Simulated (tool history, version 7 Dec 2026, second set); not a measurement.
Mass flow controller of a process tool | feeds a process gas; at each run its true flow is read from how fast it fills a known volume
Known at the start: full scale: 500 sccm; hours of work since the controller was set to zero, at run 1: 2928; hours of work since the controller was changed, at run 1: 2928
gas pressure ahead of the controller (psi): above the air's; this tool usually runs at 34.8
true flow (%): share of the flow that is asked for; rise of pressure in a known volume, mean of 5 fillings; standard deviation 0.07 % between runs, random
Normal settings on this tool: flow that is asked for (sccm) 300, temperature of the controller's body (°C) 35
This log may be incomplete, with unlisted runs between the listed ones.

| run | hour | flow that is asked for (sccm) | gas pressure ahead of the controller (psi) | temperature of the controller's body (°C) | hours of work since the controller was set to zero | hours of work since the controller was changed | true flow (%) |
|---|---|---|---|---|---|---|---|
| 1 | 0.0 | 300 | 34.8 | 35 | 2928 | 2928 | 99.53 |
| 2 | 63.3 | 300 | 34.8 | 20 | 2978 | 2978 | 100.92 |
| 3 | 178.5 | 300 | 30.3 | 35 | 3070 | 3070 | 99.49 |
| 4 | 246.1 | 300 | 30.3 | 35 | 3123 | 3123 | 99.40 |
| 5 | 378.3 | 300 | 25.2 | 35 | 3229 | 3229 | 99.40 |
| 6 | 479.2 | 300 | 25.2 | 35 | 3309 | 3309 | 99.47 |
| 7 | 580.8 | 300 | 36.3 | 35 | 3390 | 3390 | 99.73 |
| 8 | 695.4 | 107 | 34.8 | 35 | 3481 | 3481 | 100.48 |
| 9 | 835.2 | 107 | 34.8 | 35 | 3592 | 3592 | 100.59 |
| 10 | 900.1 | 300 | 34.8 | 35 | 3644 | 3644 | 99.79 |
| 11 | 1021.0 | 300 | 34.8 | 35 | 3740 | 3740 | 99.86 |
| 12 | 1152.9 | 300 | 34.8 | 35 | 3845 | 3845 | 99.74 |
| 13 | 1260.6 | 300 | 34.8 | 35 | 3930 | 3930 | 99.93 |
| 14 | 1341.3 | 235 | 22.6 | 35 | 3995 | 3995 | 99.68 |
| 15 | 1422.6 | 134 | 36.4 | 35 | 4059 | 4059 | 100.56 |
| 16 | 1549.6 | 477 | 29.6 | 24 | 4160 | 4160 | 101.09 |
| 17 | 1681.5 | 186 | 22.6 | 37 | 4265 | 4265 | 99.70 |
| 18 | 1822.6 | 168 | 38.3 | 37 | 4377 | 4377 | 100.32 |
| 19 | 1921.4 | 82 | 37.1 | 25 | 4456 | 4456 | 103.11 |
| 20 | 2037.9 | 82 | 32.2 | 20 | 4549 | 4549 | 103.40 |
| 21 | 2149.6 | 82 | 32.2 | 20 | 4638 | 4638 | 103.41 |

Below are 4 alternative next runs, each starting from the tool's condition after run 21. Predict each:
| A | 2208.7 | 75 | 29.3 | 22 | 4685 | 4685 | ? |
| B | 2208.7 | 82 | 39.6 | 20 | 4685 | 4685 | ? |
| C | 2208.7 | 180 | 35.4 | 39 | 4685 | 4685 | ? |
| D | 2208.7 | 300 | 34.8 | 39 | 4685 | 4685 | ? |

| run | true flow (%) |
|---|---|
| A | 103.56 |
| B | 103.59 |
| C | 100.17 |
| D | 99.91 |
The same runs, with their run-to-run variation unchanged, on a tool lacking any hidden condition would have given:
| run | true flow (%) |
|---|---|
| A | 98.85 |
| B | 99.24 |
| C | 97.89 |
| D | 98.32 |

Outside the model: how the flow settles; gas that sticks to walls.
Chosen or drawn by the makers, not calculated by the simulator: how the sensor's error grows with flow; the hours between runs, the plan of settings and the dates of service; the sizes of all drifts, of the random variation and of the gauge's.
